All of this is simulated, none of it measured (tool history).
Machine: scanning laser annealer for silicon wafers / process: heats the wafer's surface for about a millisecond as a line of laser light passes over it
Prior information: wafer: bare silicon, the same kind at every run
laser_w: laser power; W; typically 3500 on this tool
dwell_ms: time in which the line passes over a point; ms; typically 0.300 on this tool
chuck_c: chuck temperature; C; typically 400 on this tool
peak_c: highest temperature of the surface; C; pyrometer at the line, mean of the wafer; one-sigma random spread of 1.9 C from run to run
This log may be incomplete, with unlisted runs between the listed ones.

Run 1, hour 0.0: usual settings. Result: peak_c 1128 C.
Run 2, hour 33.8: usual settings. Result: peak_c 1131 C.
Run 3, hour 51.2: usual settings. Result: peak_c 1126 C.
Run 4, hour 73.6: usual settings but dwell_ms 0.294 ms. Result: peak_c 1121 C.
Run 5, hour 104.4: usual settings but laser_w 3665 W. Result: peak_c 1169 C.
Run 6, hour 140.0: usual settings but laser_w 3665 W. Result: peak_c 1171 C.
Run 7, hour 168.5: usual settings but laser_w 3665 W. Result: peak_c 1165 C.
Run 8, hour 191.0: usual settings but chuck_c 431 C. Result: peak_c 1154 C.
Run 9, hour 212.3: usual settings but chuck_c 431 C. Result: peak_c 1155 C.
Run 10, hour 245.9: usual settings but chuck_c 431 C. Result: peak_c 1153 C.
Run 11, hour 268.6: usual settings but chuck_c 431 C. Result: peak_c 1147 C.
Run 12, hour 292.8: usual settings but chuck_c 431 C. Result: peak_c 1151 C.
Run 13, hour 318.6: usual settings but chuck_c 431 C. Result: peak_c 1150 C.
Run 14, hour 347.3: usual settings but chuck_c 431 C. Result: peak_c 1149 C.
Run 15, hour 371.2: usual settings but chuck_c 431 C. Result: peak_c 1150 C.
At hour 384.2: optics aligned, line set to its width.
Run 16, hour 406.2: usual settings. Result: peak_c 1132 C.
Run 17, hour 442.7: usual settings. Result: peak_c 1133 C.
Run 18, hour 475.4: usual settings. Result: peak_c 1129 C.
Run 19, hour 490.4: usual settings but laser_w 3326 W, dwell_ms 0.229 ms, chuck_c 396 C. Result: peak_c 986 C.
At hour 496.1: laser's power meter calibrated.
Run 20, hour 512.0: usual settings but laser_w 3326 W, dwell_ms 0.229 ms, chuck_c 396 C. Result: peak_c 985 C.
Run 21, hour 529.5: usual settings but dwell_ms 0.357 ms. Result: peak_c 1202 C.
At hour 564.2: laser's power meter calibrated, once more.
Run 22, hour 566.3: usual settings but dwell_ms 0.276 ms, chuck_c 402 C. Result: peak_c 1097 C.
Run 23, hour 585.1: usual settings but dwell_ms 0.276 ms, chuck_c 402 C. Result: peak_c 1099 C.
Run 24, hour 609.5: usual settings but laser_w 3039 W, dwell_ms 0.250 ms, chuck_c 377 C. Result: peak_c 928 C.
Run 25, hour 631.4: usual settings but laser_w 3039 W, dwell_ms 0.250 ms, chuck_c 377 C. Result: peak_c 925 C.
Run 26, hour 663.4: usual settings but laser_w 3039 W, dwell_ms 0.250 ms, chuck_c 377 C. Result: peak_c 926 C.
Run 27, hour 682.1: usual settings but laser_w 3764 W, dwell_ms 0.263 ms, chuck_c 391 C. Result: peak_c 1134 C.
Run 28, hour 712.9: usual settings but dwell_ms 0.274 ms. Result: peak_c 1091 C.
Run 29, hour 734.5: usual settings but dwell_ms 0.274 ms. Result: peak_c 1088 C.
Run 30, hour 753.7: usual settings but dwell_ms 0.258 ms, chuck_c 360 C. Result: peak_c 1027 C.
Run 31, hour 787.2: usual settings but dwell_ms 0.258 ms, chuck_c 360 C. Result: peak_c 1023 C.
Run 32, hour 822.6: usual settings but dwell_ms 0.310 ms. Result: peak_c 1132 C.
Run 33, hour 856.7: usual settings but laser_w 3473 W, dwell_ms 0.276 ms, chuck_c 390 C. Result: peak_c 1073 C.
Run 34, hour 886.8: usual settings but dwell_ms 0.270 ms. Result: peak_c 1077 C.
Run 35, hour 915.2: usual settings but dwell_ms 0.270 ms, chuck_c 423 C. Result: peak_c 1098 C.
Run 36, hour 937.9: usual settings but dwell_ms 0.270 ms, chuck_c 423 C. Result: peak_c 1099 C.

Measured minus without-hidden-state, run by run (identical run-to-run variation in each term; gauge scatter may differ):
What the log doesn't record here: light that passes the window, % of a clean one's; laser's true power over the reading, %; width of the line over the set one, %; drift of the gauge itself on peak_c, C.
run  peak_c
  1     -22
  2     -23
  3     -23
  4     -23
  5     -26
  6     -28
  7     -29
  8     -28
  9     -28
 10     -30
 11     -30
 12     -30
 13     -32
 14     -32
 15     -34
 16     -18
 17     -19
 18     -20
 19     -17
 20     -17
 21     -24
 22     -20
 23     -21
 24     -17
 25     -17
 26     -18
 27     -26
 28     -25
 29     -26
 30     -26
 31     -26
 32     -30
 33     -29
 34     -30
 35     -31
 36     -32

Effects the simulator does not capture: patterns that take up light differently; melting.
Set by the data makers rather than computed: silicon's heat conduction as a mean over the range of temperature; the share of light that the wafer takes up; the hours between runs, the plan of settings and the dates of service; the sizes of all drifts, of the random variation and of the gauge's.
